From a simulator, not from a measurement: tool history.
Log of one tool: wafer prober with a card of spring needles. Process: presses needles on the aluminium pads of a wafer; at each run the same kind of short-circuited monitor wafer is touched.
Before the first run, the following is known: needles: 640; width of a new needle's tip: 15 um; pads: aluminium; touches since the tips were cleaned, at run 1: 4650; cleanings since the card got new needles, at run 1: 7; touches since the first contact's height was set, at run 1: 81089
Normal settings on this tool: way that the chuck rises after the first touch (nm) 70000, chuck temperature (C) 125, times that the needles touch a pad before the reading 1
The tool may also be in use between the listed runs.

run   hour  way that the chuck rises after the first touch (nm)  chuck temperature (C)  times that the needles touch a pad before the reading  touches since the tips were cleaned  cleanings since the card got new needles  touches since the first contact's height was set  resistance of one needle with its contact and lead (mohm)  way that a needle slides on the pad (nm)
  1    0.0                                                70000                    125                                                      1                                 4650                                         7                                             81089                                                        357                                     13090
  2   11.1                                                70000                    125                                                      1                                 7514                                         7                                             83953                                                        366                                     13180
      17.1  -- tips cleaned on abrasive film
  3   18.3                                                70000                    125                                                      1                                  291                                         8                                             85762                                                        274                                     13140
  4   23.7                                                70000                    113                                                      1                                 1691                                         8                                             87162                                                        313                                     13090
  5   33.6                                                70000                    113                                                      1                                 4238                                         8                                             89709                                                        344                                     13130
  6   43.5                                                70000                    125                                                      2                                 6789                                         8                                             92260                                                        321                                     13130
      52.5  -- tips cleaned on abrasive film
  7   53.7                                                76000                    125                                                      1                                  319                                         9                                             94861                                                        275                                     14270
  8   60.6                                                76000                    125                                                      1                                 2083                                         9                                             96625                                                        313                                     14230
  9   71.2                                                70000                    125                                                      1                                 4807                                         9                                             99349                                                        362                                     13140
 10   80.4                                                70000                    125                                                      1                                 7189                                         9                                            101731                                                        366                                     13110
      87.9  -- tips cleaned on abrasive film
 11   87.9                                                70000                    125                                                      1                                    0                                        10                                            103620                                                        270                                     13110
 12   96.5                                                70000                     58                                                      1                                 2231                                        10                                            105851                                                        319                                     13120
 13  106.5                                                75000                     91                                                      1                                 4802                                        10                                            108422                                                        339                                     14040
 14  113.2                                                74000                     93                                                      2                                 6507                                        10                                            110127                                                        310                                     13810
 15  118.1                                                74000                     93                                                      1                                 7768                                        10                                            111388                                                        358                                     13870
     122.9  -- tips cleaned on abrasive film
 16  124.8                                                74000                     38                                                      1                                  482                                        11                                            113098                                                        261                                     13840
 17  135.2                                                63000                     37                                                      2                                 3150                                        11                                            115766                                                        305                                     11760
 18  140.1                                                88000                    125                                                      1                                 4406                                        11                                            117022                                                        318                                     16500
 19  148.4                                                52000                     51                                                      1                                 6558                                        11                                            119174                                                        458                                      9650
     158.8  -- tips cleaned on abrasive film
 20  159.7                                                73000                     31                                                      1                                  217                                        12                                            122048                                                        255                                     13610
 21  170.4                                                70000                    114                                                      2                                 2981                                        12                                            124812                                                        302                                     13010
 22  176.8                                                83000                    114                                                      2                                 4629                                        12                                            126460                                                        298                                     15580

Forecast each of these 5 alternatives for the next run:
  A  185.4                                                64000                     97                                                      3                                 6841                                        12                                            128672                                                          ?                                         ?
  B  185.4                                                71000                     29                                                      2                                 6841                                        12                                            128672                                                          ?                                         ?
  C  185.4                                                83000                    114                                                      3                                 6841                                        12                                            128672                                                          ?                                         ?
  D  185.4                                                53000                     47                                                      2                                 6841                                        12                                            128672                                                          ?                                         ?
  E  185.4                                                64000                     81                                                      2                                 6841                                        12                                            128672                                                          ?                                         ?

run  resistance of one needle with its contact and lead (mohm)  way that a needle slides on the pad (nm)
  A                                                        304                                     11930
  B                                                        307                                     13270
  C                                                        282                                     15540
  D                                                        363                                      9880
  E                                                        334                                     11940
Had the tool no hidden state, the same runs would have come out as:
run  resistance of one needle with its contact and lead (mohm)  way that a needle slides on the pad (nm)
  A                                                        254                                     12100
  B                                                        232                                     13440
  C                                                        252                                     15710
  D                                                        239                                     10050
  E                                                        249                                     12110
